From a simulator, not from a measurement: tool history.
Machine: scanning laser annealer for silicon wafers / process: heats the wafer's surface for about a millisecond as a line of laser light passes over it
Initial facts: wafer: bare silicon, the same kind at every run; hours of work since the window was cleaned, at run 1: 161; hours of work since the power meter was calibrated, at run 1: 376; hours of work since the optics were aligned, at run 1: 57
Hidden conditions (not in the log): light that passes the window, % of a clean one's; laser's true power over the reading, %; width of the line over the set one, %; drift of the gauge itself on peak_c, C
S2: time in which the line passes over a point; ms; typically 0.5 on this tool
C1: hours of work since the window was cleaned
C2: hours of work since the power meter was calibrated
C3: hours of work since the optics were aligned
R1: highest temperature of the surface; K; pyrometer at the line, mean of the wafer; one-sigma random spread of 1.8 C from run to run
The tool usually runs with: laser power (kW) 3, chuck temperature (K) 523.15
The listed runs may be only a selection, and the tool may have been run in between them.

run 1 hour=0 | laser_power_(kW)=3 S2=0.5 chuck_temperature_(K)=523.15 | C1=161 C2=376 C3=57 | R1=1303.15
run 2 hour=18.2 | laser_power_(kW)=3 S2=0.5 chuck_temperature_(K)=523.15 | C1=170 C2=385 C3=66 | R1=1301.15
run 3 hour=56.5 | laser_power_(kW)=3 S2=0.5 chuck_temperature_(K)=523.15 | C1=189 C2=404 C3=85 | R1=1297.15
run 4 hour=90 | laser_power_(kW)=3 S2=0.5 chuck_temperature_(K)=563.15 | C1=206 C2=421 C3=102 | R1=1338.15
-- hour=95.6 window over the wafer cleaned
run 5 hour=123.6 | laser_power_(kW)=3 S2=0.5 chuck_temperature_(K)=563.15 | C1=14 C2=437 C3=117 | R1=1329.15
run 6 hour=142.7 | laser_power_(kW)=3 S2=0.5 chuck_temperature_(K)=563.15 | C1=23 C2=446 C3=127 | R1=1324.15
run 7 hour=161.2 | laser_power_(kW)=2.591 S2=0.5 chuck_temperature_(K)=520.15 | C1=33 C2=456 C3=136 | R1=1162.15
run 8 hour=197.7 | laser_power_(kW)=3 S2=0.367 chuck_temperature_(K)=521.15 | C1=51 C2=474 C3=154 | R1=1183.15
run 9 hour=234.5 | laser_power_(kW)=3 S2=0.367 chuck_temperature_(K)=521.15 | C1=69 C2=492 C3=173 | R1=1180.15
run 10 hour=274.3 | laser_power_(kW)=3.032 S2=0.412 chuck_temperature_(K)=529.15 | C1=89 C2=512 C3=192 | R1=1230.15
run 11 hour=296.9 | laser_power_(kW)=3 S2=0.493 chuck_temperature_(K)=523.15 | C1=100 C2=523 C3=204 | R1=1275.15

Below are 3 alternative next runs, each starting from the tool's condition after run 11. Predict each:
-- hour=303.7 window over the wafer cleaned, once more
run A hour=334.3 | laser_power_(kW)=3 S2=0.43 chuck_temperature_(K)=523.15 | C1=15 C2=541 C3=221 | R1=?
-- hour=303.7 window over the wafer cleaned, once more
run B hour=334.3 | laser_power_(kW)=2.836 S2=0.423 chuck_temperature_(K)=554.15 | C1=15 C2=541 C3=221 | R1=?
-- hour=303.7 window over the wafer cleaned, once more
run C hour=334.3 | laser_power_(kW)=3.242 S2=0.612 chuck_temperature_(K)=535.15 | C1=15 C2=541 C3=221 | R1=?

run=A R1=1268.15
run=B R1=1247.15
run=C R1=1497.15
Without the tool's unlogged condition, the same runs would have read:
run=A R1=1271.15
run=B R1=1250.15
run=C R1=1500.15

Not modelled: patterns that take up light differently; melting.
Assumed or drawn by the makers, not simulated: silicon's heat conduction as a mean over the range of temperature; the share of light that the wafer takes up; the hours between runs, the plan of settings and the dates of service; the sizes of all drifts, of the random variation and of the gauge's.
